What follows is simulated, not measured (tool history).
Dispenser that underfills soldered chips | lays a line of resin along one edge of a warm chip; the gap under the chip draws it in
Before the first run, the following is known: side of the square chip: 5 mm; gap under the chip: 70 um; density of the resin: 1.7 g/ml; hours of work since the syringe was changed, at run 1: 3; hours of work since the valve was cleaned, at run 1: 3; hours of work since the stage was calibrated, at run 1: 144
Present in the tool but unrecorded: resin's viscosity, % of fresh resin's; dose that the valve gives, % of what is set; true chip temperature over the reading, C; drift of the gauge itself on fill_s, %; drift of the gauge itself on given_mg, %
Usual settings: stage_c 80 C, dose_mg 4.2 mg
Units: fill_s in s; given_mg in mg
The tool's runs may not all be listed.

run	hour	stage_c	dose_mg	hours of work since the syringe was changed	hours of work since the valve was cleaned	hours of work since the stage was calibrated	fill_s	given_mg
1	0	80	4.2	3	3	144	7	4.2
# hour 6.4: new syringe of resin
2	9.9	80	4.2	3	11	152	7.1	4.16
# hour 16.7: new syringe of resin
3	24	80	4.2	6	22	163	8.3	4.15
# hour 27: new syringe of resin
4	34.5	80	4.2	6	30	171	9	4.1
# hour 37.2: new syringe of resin
5	43.3	80	4.2	5	36	178	7.8	4.1
# hour 47.5: new syringe of resin
6	56.6	80	4.2	7	46	188	8.2	4.07
# hour 58.1: new syringe of resin
# hour 68.2: new syringe of resin
7	69.7	80	4.2	1	56	198	6.6	4.03
# hour 78.5: new syringe of resin
8	82.5	89	4.2	3	66	208	5.6	3.96
# hour 88.2: new syringe of resin
# hour 89.2: dispensing valve cleaned and set on the balance
9	97.6	90	4.31	7	7	219	6.3	4.25
# hour 99.1: new syringe of resin
# hour 109.1: new syringe of resin
10	110.3	73	5.47	1	16	228	7.2	5.42
# hour 119.8: new syringe of resin
11	124.1	74	4.39	3	27	239	9.2	4.27
# hour 130: new syringe of resin
12	132.8	74	4.39	2	33	246	8.2	4.27
# hour 139.8: new syringe of resin
13	145.2	74	3.71	4	43	255	9.7	3.6

What if the next run were any one of these 3? Each begins from the tool's condition after run 13:
# hour 150.5: new syringe of resin
A	155.1	74	5.3	4	51	263	?	?
# hour 150.5: new syringe of resin
B	155.1	93	5.28	4	51	263	?	?
# hour 150.5: new syringe of resin
C	155.1	81	4.74	4	51	263	?	?

run	fill_s	given_mg
A	8.7	5.07
B	5.3	5.05
C	7.2	4.52
What these runs would have given with no unlogged condition in the tool:
run	fill_s	given_mg
A	6.4	5.3
B	4	5.28
C	5.4	4.72
